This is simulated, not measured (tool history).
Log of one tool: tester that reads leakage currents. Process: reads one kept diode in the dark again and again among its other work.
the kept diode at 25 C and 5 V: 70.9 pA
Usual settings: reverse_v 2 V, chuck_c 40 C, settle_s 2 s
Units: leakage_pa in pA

{"run": 1, "hour": 0.0, "reverse_v": 2, "chuck_c": 40, "settle_s": 2, "leakage_pa": 152.72}
{"run": 2, "hour": 92.2, "reverse_v": 2, "chuck_c": 40, "settle_s": 6.87, "leakage_pa": 152.26}
{"run": 3, "hour": 196.3, "reverse_v": 2, "chuck_c": 40, "settle_s": 1.54, "leakage_pa": 151.22}
{"run": 4, "hour": 272.4, "reverse_v": 2, "chuck_c": 40, "settle_s": 9.05, "leakage_pa": 150.74}
{"run": 5, "hour": 332.6, "reverse_v": 2, "chuck_c": 49, "settle_s": 2, "leakage_pa": 292.84}
{"run": 6, "hour": 462.9, "reverse_v": 2, "chuck_c": 46, "settle_s": 2, "leakage_pa": 233.7}
{"run": 7, "hour": 536.1, "reverse_v": 2, "chuck_c": 46, "settle_s": 2, "leakage_pa": 233.3}
{"run": 8, "hour": 634.5, "reverse_v": 2, "chuck_c": 46, "settle_s": 2, "leakage_pa": 232.3}
{"run": 9, "hour": 765.7, "reverse_v": 19.34, "chuck_c": 40, "settle_s": 2, "leakage_pa": 344.11}
{"hour": 807.6, "done": "chuck's temperature calibrated"}
{"run": 10, "hour": 836.4, "reverse_v": 2, "chuck_c": 40, "settle_s": 2, "leakage_pa": 138.18}
{"run": 11, "hour": 959.9, "reverse_v": 2, "chuck_c": 40, "settle_s": 2, "leakage_pa": 137.6}
{"run": 12, "hour": 1041.8, "reverse_v": 2, "chuck_c": 40, "settle_s": 2, "leakage_pa": 137.32}
{"hour": 1073.5, "done": "chuck's temperature calibrated, once more"}
{"run": 13, "hour": 1131.3, "reverse_v": 2, "chuck_c": 40, "settle_s": 0.4, "leakage_pa": 177.42}
{"run": 14, "hour": 1201.4, "reverse_v": 2, "chuck_c": 40, "settle_s": 0.32, "leakage_pa": 177.38}
{"run": 15, "hour": 1336.4, "reverse_v": 2, "chuck_c": 40, "settle_s": 0.32, "leakage_pa": 176.17}
{"run": 16, "hour": 1429.1, "reverse_v": 2, "chuck_c": 40, "settle_s": 0.32, "leakage_pa": 176.11}
{"run": 17, "hour": 1524.7, "reverse_v": 18.87, "chuck_c": 40, "settle_s": 0.6, "leakage_pa": 405.68}
{"run": 18, "hour": 1609.7, "reverse_v": 1.6, "chuck_c": 40, "settle_s": 6.84, "leakage_pa": 158.65}
{"hour": 1634.0, "done": "probe card cleaned and baked"}
{"run": 19, "hour": 1721.6, "reverse_v": 2, "chuck_c": 34, "settle_s": 0.46, "leakage_pa": 107.1}
{"run": 20, "hour": 1824.2, "reverse_v": 10.09, "chuck_c": 26, "settle_s": 1.54, "leakage_pa": 99.13}
{"run": 21, "hour": 1889.7, "reverse_v": 7.72, "chuck_c": 24, "settle_s": 2, "leakage_pa": 75.87}
{"run": 22, "hour": 1994.8, "reverse_v": 7.43, "chuck_c": 25, "settle_s": 0.37, "leakage_pa": 87.04}
{"run": 23, "hour": 2060.4, "reverse_v": 7.43, "chuck_c": 25, "settle_s": 0.37, "leakage_pa": 86.74}
{"run": 24, "hour": 2166.7, "reverse_v": 7.43, "chuck_c": 25, "settle_s": 0.37, "leakage_pa": 86.58}
{"hour": 2210.7, "done": "tester calibrated"}
{"run": 25, "hour": 2255.7, "reverse_v": 7.66, "chuck_c": 54, "settle_s": 1.01, "leakage_pa": 709.03}
{"run": 26, "hour": 2379.9, "reverse_v": 1.38, "chuck_c": 48, "settle_s": 0.45, "leakage_pa": 253.85}
{"run": 27, "hour": 2456.9, "reverse_v": 7.11, "chuck_c": 32, "settle_s": 0.45, "leakage_pa": 140.02}
{"run": 28, "hour": 2546.4, "reverse_v": 4.83, "chuck_c": 20, "settle_s": 0.49, "leakage_pa": 47.18}
{"run": 29, "hour": 2675.2, "reverse_v": 14.51, "chuck_c": 30, "settle_s": 0.47, "leakage_pa": 157.9}

Forecast each of these 3 alternatives for the next run:
{"run": "A", "hour": 2787.4, "reverse_v": 2.65, "chuck_c": 26, "settle_s": 2, "leakage_pa": "?"}
{"run": "B", "hour": 2787.4, "reverse_v": 14.51, "chuck_c": 55, "settle_s": 0.37, "leakage_pa": "?"}
{"run": "C", "hour": 2787.4, "reverse_v": 5.87, "chuck_c": 40, "settle_s": 1.05, "leakage_pa": "?"}

run=A leakage_pa=58.13
run=B leakage_pa=938.56
run=C leakage_pa=231.33
Without the tool's hidden state the same runs would have given:
run=A leakage_pa=62.5
run=B leakage_pa=1007.24
run=C leakage_pa=249.13
